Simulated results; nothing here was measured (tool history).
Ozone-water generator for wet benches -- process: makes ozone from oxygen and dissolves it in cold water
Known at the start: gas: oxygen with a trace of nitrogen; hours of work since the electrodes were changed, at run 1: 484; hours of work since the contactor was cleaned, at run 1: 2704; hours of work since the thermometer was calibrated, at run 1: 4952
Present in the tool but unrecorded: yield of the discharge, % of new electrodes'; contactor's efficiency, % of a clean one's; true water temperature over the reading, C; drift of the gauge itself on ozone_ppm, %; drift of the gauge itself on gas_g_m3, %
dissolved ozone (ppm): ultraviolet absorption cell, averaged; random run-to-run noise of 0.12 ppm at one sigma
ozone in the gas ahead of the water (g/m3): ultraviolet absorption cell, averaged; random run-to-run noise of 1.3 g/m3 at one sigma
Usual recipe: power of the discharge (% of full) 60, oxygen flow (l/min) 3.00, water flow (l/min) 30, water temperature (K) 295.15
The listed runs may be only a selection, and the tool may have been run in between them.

run    hour  power of the discharge (% of full)  oxygen flow (l/min)  water flow (l/min)  water temperature (K)  hours of work since the electrodes were changed  hours of work since the contactor was cleaned  hours of work since the thermometer was calibrated  dissolved ozone (ppm)  ozone in the gas ahead of the water (g/m3)
  1     0.0                                  60                 3.00                  30                 295.15                                              484                                           2704                                                4952                   10.1                                       229.8
  2    90.7                                  60                 3.00                  28                 295.15                                              545                                           2765                                                5013                   11.1                                       228.1
  3   171.8                                  60                 3.00                  30                 295.15                                              599                                           2819                                                5067                   10.1                                       230.4
  4   260.9                                  60                 3.00                  30                 295.15                                              659                                           2878                                                5127                   10.1                                       229.5
  5   403.5                                  60                 3.00                  28                 295.15                                              754                                           2974                                                5222                   11.0                                       227.3
  6   469.6                                  60                 3.00                  28                 295.15                                              799                                           3018                                                5266                   10.9                                       228.0
  7   567.4                                  60                 3.00                  28                 295.15                                              864                                           3084                                                5332                   10.9                                       228.3
  8   684.4                                  60                 3.00                  28                 295.15                                              942                                           3162                                                5410                   10.7                                       229.2
      703.2  -- water thermometer calibrated
  9   818.8                                  60                 3.00                  30                 295.15                                             1032                                           3252                                                  77                   10.0                                       227.3
 10   951.8                                  60                 3.00                  30                 295.15                                             1121                                           3341                                                 166                   10.0                                       228.0
 11  1037.1                                  60                 3.00                  30                 295.15                                             1178                                           3398                                                 224                   10.1                                       227.3
 12  1166.0                                  60                 3.00                  30                 295.15                                             1264                                           3484                                                 310                   10.0                                       226.2
 13  1313.5                                  60                 3.00                  30                 295.15                                             1363                                           3583                                                 409                   10.0                                       226.1
 14  1423.1                                  90                 3.00                  30                 295.15                                             1436                                           3656                                                 482                   14.7                                       328.9
 15  1578.3                                  90                 3.00                  30                 295.15                                             1540                                           3760                                                 586                   14.5                                       328.4
 16  1725.9                                  90                 3.00                  30                 295.15                                             1639                                           3859                                                 685                   14.6                                       330.7
 17  1806.9                                  51                 3.00                  30                 295.15                                             1693                                           3913                                                 739                    8.6                                       194.4
 18  1888.1                                  60                 1.79                  29                 295.15                                             1748                                           3967                                                 793                    8.7                                       288.3
     1898.6  -- contactor cleaned
 19  2003.4                                  60                 1.79                  29                 295.15                                             1822                                             70                                                 868                    8.6                                       283.9
 20  2094.9                                  68                 1.79                  21                 296.15                                             1883                                            131                                                 929                   13.5                                       319.4
     2199.7  -- contactor cleaned, once more
 21  2235.7                                  68                 1.79                  21                 296.15                                             1975                                             24                                                1020                   14.1                                       320.3
 22  2341.3                                  68                 1.79                  21                 296.15                                             2046                                             95                                                1091                   14.1                                       316.9
 23  2452.8                                  60                 3.00                  26                 295.15                                             2120                                            169                                                1166                   11.8                                       223.2
 24  2573.0                                  60                 3.00                  26                 295.15                                             2201                                            250                                                1246                   11.6                                       222.6
 25  2674.9                                  60                 3.00                  26                 295.15                                             2269                                            318                                                1314                   11.5                                       224.3
 26  2770.3                                  60                 1.52                  42                 295.15                                             2333                                            382                                                1378                    5.6                                       307.4
 27  2891.5                                  60                 3.00                  22                 292.15                                             2414                                            463                                                1459                   14.2                                       221.8
 28  3036.0                                  60                 5.02                  22                 291.15                                             2511                                            560                                                1556                   15.5                                       174.9
 29  3127.1                                  60                 5.02                  22                 291.15                                             2572                                            621                                                1617                   15.7                                       173.0
 30  3265.4                                  45                 5.02                  22                 291.15                                             2664                                            713                                                1710                   11.8                                       135.5
 31  3363.5                                  60                 3.00                  38                 289.15                                             2730                                            779                                                1775                    8.1                                       220.2
 32  3517.1                                  93                 5.20                  41                 301.15                                             2833                                            882                                                1878                   11.4                                       252.6
 33  3583.2                                  43                 3.72                  29                 288.15                                             2877                                            926                                                1922                    8.6                                       146.9
 34  3681.4                                  47                 3.72                  29                 295.15                                             2943                                            992                                                1988                    8.7                                       160.8

Consider 3 possible next runs. They are alternatives, not a sequence: every one starts from the tool as it was left by run 34. What does each give?
  A  3784.7                                  92                 3.60                  29                 295.15                                             3012                                           1061                                                2057                      ?                                           ?
  B  3784.7                                  50                 3.00                  30                 298.15                                             3012                                           1061                                                2057                      ?                                           ?
  C  3784.7                                  86                 3.00                  26                 293.15                                             3012                                           1061                                                2057                      ?                                           ?

run  dissolved ozone (ppm)  ozone in the gas ahead of the water (g/m3)
  A                   15.7                                       297.0
  B                    8.1                                       187.3
  C                   15.9                                       304.8
Had the tool no hidden state, the same runs would have come out as:
run  dissolved ozone (ppm)  ozone in the gas ahead of the water (g/m3)
  A                   16.9                                       317.4
  B                    8.4                                       194.3
  C                   17.1                                       324.8
